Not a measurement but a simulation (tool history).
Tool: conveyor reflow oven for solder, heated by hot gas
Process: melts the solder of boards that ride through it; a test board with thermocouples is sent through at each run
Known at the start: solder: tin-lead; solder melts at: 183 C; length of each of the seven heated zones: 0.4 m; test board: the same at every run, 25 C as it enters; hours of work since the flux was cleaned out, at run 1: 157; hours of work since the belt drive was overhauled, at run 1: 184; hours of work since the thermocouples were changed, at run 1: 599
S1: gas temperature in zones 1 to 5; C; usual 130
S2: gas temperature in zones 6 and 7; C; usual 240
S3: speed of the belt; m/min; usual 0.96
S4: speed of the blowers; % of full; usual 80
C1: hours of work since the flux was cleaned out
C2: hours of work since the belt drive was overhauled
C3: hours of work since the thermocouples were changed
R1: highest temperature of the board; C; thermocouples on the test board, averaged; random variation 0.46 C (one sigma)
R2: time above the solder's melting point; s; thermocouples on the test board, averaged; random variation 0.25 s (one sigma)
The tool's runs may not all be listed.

run	day	S1	S2	S3	S4	C1	C2	C3	R1	R2
1	0	130	240	0.96	80	157	184	599	220.6	37.2
2	0.662	130	240	0.96	80	164	191	606	220.1	37.1
3	1.683	130	233	0.96	80	176	203	618	213	33
4	2.204	130	240	0.96	55	182	209	624	213.3	32.6
# day 2.475: belt drive overhauled, speed set with a stopwatch
# day 3.438: thermocouples of zones 6 and 7 changed
5	3.583	130	240	0.96	55	194	11	2	215.4	33.6
6	4.571	130	247	0.96	58	205	23	13	221.5	37.6
# day 5.592: flux residue cleaned out of gas plates and filters
7	5.938	130	247	0.96	58	4	36	26	224.7	38.8
8	7.033	130	247	0.96	55	16	48	38	222.6	37.4
9	8.167	130	245	0.945	67	29	61	51	224.6	40.1
# day 9.112: belt drive overhauled, speed set with a stopwatch, once more
10	9.112	128	233	0.869	68	38	0	59	217.1	38.7

4 ways to go on from here, each from the tool as it stands after run 10. What would each give?
A	10.104	130	242	0.96	80	49	11	71	?	?
B	10.104	130	231	0.96	80	49	11	71	?	?
C	10.104	128	233	0.992	68	49	11	71	?	?
D	10.104	121	236	0.96	80	49	11	71	?	?

run	R1	R2
A	223.8	39.3
B	214.5	33.9
C	211.5	30.3
D	216.7	33.8
Without the tool's hidden state the same runs would have given:
run	R1	R2
A	224.9	39.9
B	215.5	34.7
C	212.5	31.1
D	217.8	34.6
